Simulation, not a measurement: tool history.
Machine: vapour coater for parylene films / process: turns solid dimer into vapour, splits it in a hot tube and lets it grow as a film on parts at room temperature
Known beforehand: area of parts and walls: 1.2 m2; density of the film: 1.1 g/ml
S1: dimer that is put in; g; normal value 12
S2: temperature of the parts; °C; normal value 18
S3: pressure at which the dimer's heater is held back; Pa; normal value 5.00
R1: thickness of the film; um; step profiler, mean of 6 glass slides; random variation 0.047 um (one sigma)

{"run": 1, "hour": 0.0, "S1": 12, "S2": 18, "S3": 5.0, "R1": 4.95}
{"run": 2, "hour": 35.5, "S1": 12, "S2": 18, "S3": 5.0, "R1": 4.81}
{"run": 3, "hour": 57.2, "S1": 12, "S2": 18, "S3": 5.0, "R1": 4.82}
{"run": 4, "hour": 85.5, "S1": 12, "S2": 18, "S3": 5.0, "R1": 4.76}
{"run": 5, "hour": 113.1, "S1": 12, "S2": 18, "S3": 5.0, "R1": 4.73}
{"run": 6, "hour": 137.9, "S1": 12, "S2": 18, "S3": 6.71, "R1": 4.38}
{"run": 7, "hour": 182.0, "S1": 12, "S2": 18, "S3": 6.71, "R1": 4.37}
{"run": 8, "hour": 210.3, "S1": 12, "S2": 18, "S3": 4.65, "R1": 4.72}
{"run": 9, "hour": 250.0, "S1": 12, "S2": 18, "S3": 4.65, "R1": 4.61}
{"run": 10, "hour": 293.4, "S1": 12, "S2": 18, "S3": 4.65, "R1": 4.66}
{"run": 11, "hour": 321.1, "S1": 12, "S2": 18, "S3": 4.65, "R1": 4.58}
{"run": 12, "hour": 346.5, "S1": 12, "S2": 18, "S3": 4.65, "R1": 4.53}
{"hour": 353.8, "done": "trap's valve overhauled"}
{"run": 13, "hour": 376.4, "S1": 12, "S2": 18, "S3": 4.65, "R1": 5.24}
{"run": 14, "hour": 421.6, "S1": 11, "S2": 11, "S3": 8.76, "R1": 5.1}
{"run": 15, "hour": 453.1, "S1": 11, "S2": 11, "S3": 8.76, "R1": 4.98}
{"run": 16, "hour": 485.5, "S1": 18, "S2": 11, "S3": 11.57, "R1": 7.65}
{"run": 17, "hour": 519.8, "S1": 18, "S2": 11, "S3": 11.57, "R1": 7.55}
{"run": 18, "hour": 561.4, "S1": 14, "S2": 28, "S3": 5.0, "R1": 4.29}
{"run": 19, "hour": 592.9, "S1": 12, "S2": 16, "S3": 3.96, "R1": 5.38}
{"run": 20, "hour": 630.9, "S1": 10, "S2": 16, "S3": 6.9, "R1": 3.94}
{"run": 21, "hour": 664.5, "S1": 10, "S2": 16, "S3": 6.9, "R1": 3.99}
{"run": 22, "hour": 707.7, "S1": 10, "S2": 16, "S3": 6.9, "R1": 3.88}

Alternative continuations, all from the tool just after run 22; predict every row:
{"hour": 725.1, "done": "table's thermometer calibrated"}
{"run": "A", "hour": 740.4, "S1": 11, "S2": 18, "S3": 2.3, "R1": "?"}
{"hour": 725.1, "done": "table's thermometer calibrated"}
{"run": "B", "hour": 740.4, "S1": 5, "S2": 21, "S3": 2.4, "R1": "?"}
{"hour": 725.1, "done": "table's thermometer calibrated"}
{"run": "C", "hour": 740.4, "S1": 12, "S2": 10, "S3": 5.0, "R1": "?"}

run=A R1=5.07
run=B R1=2.13
run=C R1=6.02
What these runs would have given with no unlogged condition in the tool:
run=A R1=5.59
run=B R1=2.35
run=C R1=6.63
